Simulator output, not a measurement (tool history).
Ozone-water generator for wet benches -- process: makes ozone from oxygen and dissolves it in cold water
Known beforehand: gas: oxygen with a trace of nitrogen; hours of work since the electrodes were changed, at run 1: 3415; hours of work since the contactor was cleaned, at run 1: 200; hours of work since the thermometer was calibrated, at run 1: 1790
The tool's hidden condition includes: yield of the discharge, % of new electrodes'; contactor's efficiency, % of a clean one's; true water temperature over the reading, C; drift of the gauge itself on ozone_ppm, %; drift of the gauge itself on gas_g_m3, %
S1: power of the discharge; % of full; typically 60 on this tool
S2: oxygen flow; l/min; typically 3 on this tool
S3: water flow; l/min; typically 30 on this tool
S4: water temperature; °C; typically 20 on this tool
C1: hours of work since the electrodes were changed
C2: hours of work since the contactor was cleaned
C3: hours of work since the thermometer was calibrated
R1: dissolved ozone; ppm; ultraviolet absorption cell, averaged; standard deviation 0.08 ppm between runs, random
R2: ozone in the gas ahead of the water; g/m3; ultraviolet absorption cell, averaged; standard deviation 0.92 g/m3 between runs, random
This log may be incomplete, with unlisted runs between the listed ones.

run	hour	S1	S2	S3	S4	C1	C2	C3	R1	R2
1	0	60	3	30	20	3415	200	1790	6.66	148.1
2	81.2	53	3	30	20	3476	261	1851	6.05	135.5
3	214.2	53	3	30	18	3575	361	1951	6.22	135.2
4	346.7	53	3	30	18	3675	461	2050	6.29	134.4
5	480.4	53	3	30	18	3775	561	2150	6.08	136.8
6	549.7	53	3	30	18	3827	613	2202	6.14	135.3
7	705.2	74	3	30	18	3944	730	2319	7.64	168.1
8	849	60	3	30	17	4052	838	2427	6.58	145.2
9	984.2	60	3	30	17	4153	939	2529	6.59	146.1
10	1118.2	45	3	30	17	4254	1040	2629	5.39	118.8
11	1250.9	60	3	28	20	4354	1140	2729	6.94	145.7
12	1371.8	60	3	30	23	4444	1230	2820	6.34	144.9
# hour 1384.8: water thermometer calibrated
13	1470.6	60	3	30	23	4518	1304	64	6.23	147
14	1627.6	60	3	30	20	4636	1422	182	6.56	144.8
15	1726.2	60	3	30	20	4710	1496	256	6.39	145.2
16	1802.3	60	3	42	20	4767	1553	313	4.5	145.1
# hour 1874.6: water thermometer calibrated, once more
17	1930.3	60	3	42	20	4863	1649	42	4.35	145.3
18	2011.8	60	1.91	30	20	4924	1710	103	5.95	192
19	2093.5	46	3.71	26	22	4985	1771	164	6.19	107
20	2254.2	46	3.71	26	22	5106	1892	285	6.22	105.6
21	2395.5	46	3.71	26	22	5212	1998	391	6.12	106
22	2484.1	61	1.87	47	16	5279	2065	458	3.57	196.2
23	2583.9	60	3	24	14	5354	2139	532	8.33	144.2
24	2660.8	43	1.54	21	21	5411	2197	590	6.65	175.3
25	2786	43	1.54	21	21	5505	2291	684	6.43	173.4
26	2889.9	94	5.06	23	25	5583	2369	762	10.48	140.7
27	3041	94	5.06	23	25	5697	2483	876	10.48	139.6
28	3149.1	79	3	42	22	5778	2564	957	5.24	172.3
29	3279	42	3	30	28	5875	2661	1054	4.63	112.5
30	3406.4	80	5.24	47	14	5971	2757	1150	5.32	123.4
31	3487.2	80	5.24	47	14	6032	2818	1211	5.42	121.5
32	3570.8	80	5.24	39	20	6094	2880	1273	6.06	123.3
33	3638.1	55	2.65	35	20	6145	2931	1324	4.96	146.2

Run by run, hidden condition taken away, random variation retained:
run	R1	R2
1	6.97	154.6
2	6.32	140.9
3	6.5	140.8
4	6.58	140.1
5	6.38	142.8
6	6.45	141.3
7	8.15	178.1
8	6.97	152.9
9	6.99	154
10	5.66	123.9
11	7.39	153.9
12	6.76	153.4
13	6.67	155.7
14	7.02	153.6
15	6.86	154.2
16	4.84	154.1
17	4.69	154.6
18	6.4	204.4
19	6.58	112.4
20	6.63	111.2
21	6.53	111.7
22	3.87	210.1
23	9.04	154.5
24	7.09	184.5
25	6.87	182.7
26	11.71	154.9
27	11.72	154
28	5.82	188.5
29	4.98	118.8
30	5.95	135.4
31	6.06	133.7
32	6.8	135.7
33	5.43	157.3

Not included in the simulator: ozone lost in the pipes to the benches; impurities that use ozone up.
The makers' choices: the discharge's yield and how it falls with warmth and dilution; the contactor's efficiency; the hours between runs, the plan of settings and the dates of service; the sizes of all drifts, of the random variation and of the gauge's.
